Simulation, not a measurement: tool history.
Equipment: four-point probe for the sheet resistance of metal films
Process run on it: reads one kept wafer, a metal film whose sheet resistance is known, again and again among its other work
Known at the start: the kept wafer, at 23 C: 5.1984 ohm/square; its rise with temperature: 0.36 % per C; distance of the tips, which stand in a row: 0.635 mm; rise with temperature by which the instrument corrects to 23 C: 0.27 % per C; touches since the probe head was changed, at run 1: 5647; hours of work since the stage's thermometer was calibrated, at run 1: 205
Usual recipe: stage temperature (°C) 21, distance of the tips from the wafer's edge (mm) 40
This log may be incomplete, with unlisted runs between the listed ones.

run     day  stage temperature (°C)  distance of the tips from the wafer's edge (mm)  touches since the probe head was changed  hours of work since the stage's thermometer was calibrated  sheet resistance as the instrument gives it (ohm/square)
  1   0.000                      21                                               40                                      5647                                                         205                                                  5.180230
  2   0.529                      21                                               40                                      6073                                                         214                                                  5.182001
  3   0.862                      21                                               15                                      6344                                                         220                                                  5.184360
  4   1.250                      21                                               15                                      6654                                                         226                                                  5.184237
  5   1.967                      21                                               15                                      7232                                                         239                                                  5.184352
  6   2.492                      21                                               15                                      7656                                                         248                                                  5.184442
  7   2.883                      21                                               15                                      7973                                                         255                                                  5.185922
  8   3.521                      21                                               15                                      8486                                                         266                                                  5.186388
  9   3.908                      21                                               15                                      8797                                                         273                                                  5.186472
 10   4.325                      21                                               15                                      9133                                                         280                                                  5.186394
 11   4.908                      21                                               15                                      9604                                                         290                                                  5.184532
 12   5.450                      21                                               15                                     10042                                                         299                                                  5.187538
 13   5.992                      21                                               12                                     10479                                                         309                                                  5.188699
 14   6.583                      21                                               12                                     10956                                                         319                                                  5.188094
 15   6.992                      21                                               12                                     11282                                                         326                                                  5.189961
      7.050  -- stage's thermometer calibrated
 16   7.571                      26                                               40                                     11734                                                           9                                                  5.206526
 17   8.050                      26                                                7                                     12121                                                          17                                                  5.227831
      8.138  -- stage's thermometer calibrated, once more
 18   8.392                      26                                                7                                     12379                                                           4                                                  5.229481
 19   8.838                      26                                                7                                     12737                                                          12                                                  5.232336
 20   9.225                      21                                               40                                     13049                                                          19                                                  5.182930
 21   9.612                      21                                               40                                     13363                                                          26                                                  5.184229
 22  10.012                      21                                               40                                     13685                                                          32                                                  5.183042
 23  10.458                      34                                               12                                     14044                                                          40                                                  5.253244
 24  11.158                      26                                                5                                     14608                                                          52                                                  5.253724
 25  11.838                      26                                                5                                     15155                                                          64                                                  5.251424
 26  12.525                      20                                                7                                     15712                                                          76                                                  5.202221
 27  13.042                      32                                               43                                     16127                                                          85                                                  5.236489
 28  13.529                      23                                               73                                     16521                                                          93                                                  5.196597
 29  13.896                      23                                               73                                     16817                                                         100                                                  5.195119
 30  14.450                      31                                               73                                     17264                                                         109                                                  5.232566
 31  14.962                      24                                               11                                     17675                                                         118                                                  5.207845
 32  15.500                      24                                               11                                     18108                                                         128                                                  5.209454
 33  16.142                      21                                               73                                     18625                                                         139                                                  5.186365
 34  16.812                      22                                               15                                     19167                                                         150                                                  5.196108
 35  17.125                      27                                               15                                     19418                                                         156                                                  5.220079
 36  17.796                      27                                                7                                     19960                                                         167                                                  5.238483
 37  18.258                      27                                                7                                     20332                                                         175                                                  5.238389
 38  18.579                      27                                                7                                     20590                                                         181                                                  5.239682
 39  19.133                      34                                               62                                     21038                                                         191                                                  5.246643

Forecast each of these 3 alternatives for the next run:
  A  19.721                      22                                               10                                     21513                                                         201                                                         ?
  B  19.721                      27                                                5                                     21513                                                         201                                                         ?
  C  19.721                      29                                               62                                     21513                                                         201                                                         ?

run  sheet resistance as the instrument gives it (ohm/square)
  A                                                  5.201289
  B                                                  5.259485
  C                                                  5.226525
With no hidden state in the tool, these same runs would have given:
run  sheet resistance as the instrument gives it (ohm/square)
  A                                                  5.204088
  B                                                  5.262305
  C                                                  5.229325

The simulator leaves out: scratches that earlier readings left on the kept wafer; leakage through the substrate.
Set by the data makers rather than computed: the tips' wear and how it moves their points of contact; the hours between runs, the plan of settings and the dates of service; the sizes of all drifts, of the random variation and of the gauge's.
